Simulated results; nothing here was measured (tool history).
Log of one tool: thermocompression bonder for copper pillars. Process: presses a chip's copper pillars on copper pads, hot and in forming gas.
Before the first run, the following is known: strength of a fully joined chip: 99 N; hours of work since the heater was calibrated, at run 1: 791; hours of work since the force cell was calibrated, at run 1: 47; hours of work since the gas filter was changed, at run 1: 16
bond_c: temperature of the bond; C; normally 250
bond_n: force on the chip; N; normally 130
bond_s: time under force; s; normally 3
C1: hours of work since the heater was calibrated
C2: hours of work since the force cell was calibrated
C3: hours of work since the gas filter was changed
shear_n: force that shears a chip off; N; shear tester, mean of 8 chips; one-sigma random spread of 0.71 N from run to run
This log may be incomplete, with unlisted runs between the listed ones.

Run 1, hour 0: usual settings; C1 791; C2 47; C3 16. Result: shear_n 45.9 N.
Run 2, hour 6.2: usual settings; C1 794; C2 50; C3 19. Result: shear_n 46.2 N.
Run 3, hour 14.4: usual settings; C1 798; C2 54; C3 23. Result: shear_n 47.1 N.
Run 4, hour 25.4: usual settings; C1 803; C2 59; C3 28. Result: shear_n 45.9 N.
Run 5, hour 37.6: usual settings but bond_s 2 s; C1 808; C2 65; C3 33. Result: shear_n 39.7 N.
Run 6, hour 46.8: usual settings but bond_s 4 s; C1 813; C2 69; C3 38. Result: shear_n 50.6 N.
Run 7, hour 54.1: usual settings but bond_s 4 s; C1 816; C2 73; C3 41. Result: shear_n 51.6 N.
Run 8, hour 63: usual settings but bond_s 4 s; C1 820; C2 77; C3 45. Result: shear_n 50.9 N.
Run 9, hour 68.9: usual settings but bond_c 249 C; C1 823; C2 80; C3 48. Result: shear_n 46 N.
Run 10, hour 81: usual settings but bond_c 249 C; C1 829; C2 85; C3 54. Result: shear_n 44.3 N.
Run 11, hour 93: usual settings but bond_c 249 C; C1 834; C2 91; C3 59. Result: shear_n 45.5 N.
Run 12, hour 99.1: usual settings but bond_c 249 C; C1 837; C2 94; C3 62. Result: shear_n 44.4 N.
Run 13, hour 109: usual settings but bond_c 249 C; C1 842; C2 98; C3 67. Result: shear_n 45.4 N.
Run 14, hour 119.7: usual settings but bond_c 245 C; C1 847; C2 103; C3 72. Result: shear_n 42.8 N.
Run 15, hour 127.9: usual settings; C1 851; C2 107; C3 76. Result: shear_n 44.6 N.
Run 16, hour 133.2: usual settings; C1 853; C2 110; C3 78. Result: shear_n 46.7 N.
Run 17, hour 143.1: usual settings; C1 858; C2 114; C3 83. Result: shear_n 46 N.
Run 18, hour 154: usual settings but bond_n 86 N; C1 863; C2 119; C3 88. Result: shear_n 34.6 N.
Run 19, hour 166.1: usual settings but bond_n 86 N; C1 868; C2 125; C3 93. Result: shear_n 34.1 N.
At hour 168.4: force cell calibrated.
Run 20, hour 177: usual settings but bond_n 86 N; C1 873; C2 4; C3 98. Result: shear_n 33.4 N.
Run 21, hour 187.8: usual settings but bond_n 86 N; C1 878; C2 9; C3 103. Result: shear_n 33.8 N.
Run 22, hour 194.6: usual settings but bond_n 86 N; C1 881; C2 12; C3 106. Result: shear_n 33.6 N.
Run 23, hour 204.2: usual settings but bond_n 86 N; C1 886; C2 17; C3 110. Result: shear_n 33.4 N.
Run 24, hour 210.3: usual settings but bond_c 268 C, bond_n 127 N; C1 888; C2 20; C3 113. Result: shear_n 57.2 N.
At hour 220.3: force cell calibrated, once more.
Run 25, hour 221.2: usual settings but bond_c 249 C; C1 893; C2 0; C3 118. Result: shear_n 44.1 N.
Run 26, hour 233.4: usual settings but bond_s 2 s; C1 898; C2 6; C3 123. Result: shear_n 37.7 N.
Run 27, hour 241.8: usual settings but bond_s 2 s; C1 902; C2 10; C3 127. Result: shear_n 39.4 N.
Run 28, hour 250.5: usual settings but bond_n 167 N, bond_s 4 s; C1 906; C2 14; C3 131. Result: shear_n 59.3 N.
Run 29, hour 262.6: usual settings but bond_n 167 N, bond_s 4 s; C1 912; C2 20; C3 137. Result: shear_n 59 N.
Run 30, hour 270.5: usual settings but bond_n 167 N, bond_s 2 s; C1 916; C2 23; C3 141. Result: shear_n 47.1 N.
Run 31, hour 277.9: usual settings but bond_c 230 C, bond_n 150 N, bond_s 7 s; C1 919; C2 27; C3 144. Result: shear_n 48.4 N.
Run 32, hour 283.2: usual settings but bond_c 230 C, bond_n 150 N, bond_s 7 s; C1 922; C2 29; C3 147. Result: shear_n 48 N.
Run 33, hour 294.9: usual settings but bond_c 230 C, bond_n 150 N, bond_s 7 s; C1 927; C2 35; C3 152. Result: shear_n 49 N.
Run 34, hour 302.8: usual settings but bond_n 193 N; C1 931; C2 39; C3 156. Result: shear_n 59.3 N.
Run 35, hour 314: usual settings but bond_n 193 N; C1 936; C2 44; C3 161. Result: shear_n 57.5 N.
Run 36, hour 320.7: usual settings but bond_c 233 C, bond_n 116 N, bond_s 2 s; C1 939; C2 47; C3 164. Result: shear_n 26.4 N.
Run 37, hour 329.3: usual settings but bond_c 244 C, bond_n 102 N; C1 943; C2 51; C3 168. Result: shear_n 34 N.

Here are 5 independent what-if runs from the current tool condition. What would each one return?
Run A, hour 338.9: usual settings but bond_c 222 C, bond_n 102 N; C1 948; C2 55; C3 173. Result: shear_n ?.
Run B, hour 338.9: usual settings but bond_c 263 C, bond_n 79 N, bond_s 6 s; C1 948; C2 55; C3 173. Result: shear_n ?.
Run C, hour 338.9: usual settings but bond_c 244 C, bond_n 102 N; C1 948; C2 55; C3 173. Result: shear_n ?.
Run D, hour 338.9: usual settings but bond_c 242 C, bond_n 102 N; C1 948; C2 55; C3 173. Result: shear_n ?.
Run E, hour 338.9: usual settings but bond_c 247 C, bond_n 102 N; C1 948; C2 55; C3 173. Result: shear_n ?.

run  shear_n
  A     22.6
  B     49.8
  C     33.5
  D     34.4
  E     36.8
With the hidden condition removed and each run's random variation left untouched, the same runs would have given:
run  shear_n
  A     25.6
  B     54.4
  C     37.4
  D     38.3
  E     40.9
